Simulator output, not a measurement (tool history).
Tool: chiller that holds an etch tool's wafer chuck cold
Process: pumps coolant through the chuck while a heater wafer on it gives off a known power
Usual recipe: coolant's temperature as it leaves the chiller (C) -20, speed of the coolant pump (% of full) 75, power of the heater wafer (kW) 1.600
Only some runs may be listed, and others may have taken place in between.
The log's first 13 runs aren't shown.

run    hour  coolant's temperature as it leaves the chiller (C)  speed of the coolant pump (% of full)  power of the heater wafer (kW)  chuck's temperature once it has settled (C)  how much warmer the coolant comes back (C)
 14   787.0                                                 -20                                     75                           1.600                                          1.5                                        8.00
 15   861.2                                                 -20                                     75                           1.600                                          1.8                                        8.04
      873.9  -- coolant pump overhauled
 16   902.9                                                 -20                                     75                           1.600                                          1.9                                        8.12
 17   955.9                                                 -20                                     75                           1.600                                          1.9                                        8.17
 18  1011.0                                                 -28                                     92                           1.600                                         -9.4                                        6.58
 19  1045.9                                                 -24                                     84                           1.647                                         -3.5                                        7.43
     1098.8  -- coolant pump overhauled, once more
 20  1135.8                                                 -24                                     84                           1.647                                         -4.1                                        7.09
 21  1196.5                                                 -24                                     84                           1.647                                         -3.9                                        7.23
 22  1259.1                                                 -24                                     84                           1.647                                         -4.0                                        7.20
 23  1338.1                                                 -27                                     61                           0.931                                        -12.2                                        5.57
 24  1385.5                                                 -27                                     61                           0.931                                        -12.1                                        5.56
 25  1462.5                                                 -27                                     61                           0.931                                        -12.3                                        5.55
 26  1509.3                                                 -25                                     83                           2.319                                          3.7                                       10.24
 27  1561.4                                                 -25                                     83                           2.319                                          3.6                                       10.22
 28  1600.3                                                 -25                                     83                           2.319                                          3.6                                       10.17
 29  1666.4                                                 -16                                     99                           1.600                                          0.9                                        5.88
 30  1728.8                                                 -16                                     64                           0.826                                         -3.5                                        4.73
 31  1795.3                                                 -20                                     75                           2.082                                          7.9                                       10.12
     1866.6  -- chiller's thermometer calibrated
 32  1881.4                                                 -20                                     67                           1.600                                          4.0                                        8.73

Consider 3 possible next runs. They are alternatives, not a sequence: every one starts from the tool as it was left by run 32. What does each give?
  A  1961.5                                                 -20                                     65                           1.600                                            ?                                           ?
  B  1961.5                                                 -15                                     67                           1.810                                            ?                                           ?
  C  1961.5                                                 -17                                     61                           0.814                                            ?                                           ?

run  chuck's temperature once it has settled (C)  how much warmer the coolant comes back (C)
  A                                          4.5                                        9.10
  B                                         12.3                                        9.90
  C                                         -4.0                                        4.90
Stripped of hidden state, with their random variation kept, the same runs would have yielded:
run  chuck's temperature once it has settled (C)  how much warmer the coolant comes back (C)
  A                                          2.2                                        9.03
  B                                          9.7                                        9.82
  C                                         -5.2                                        4.86
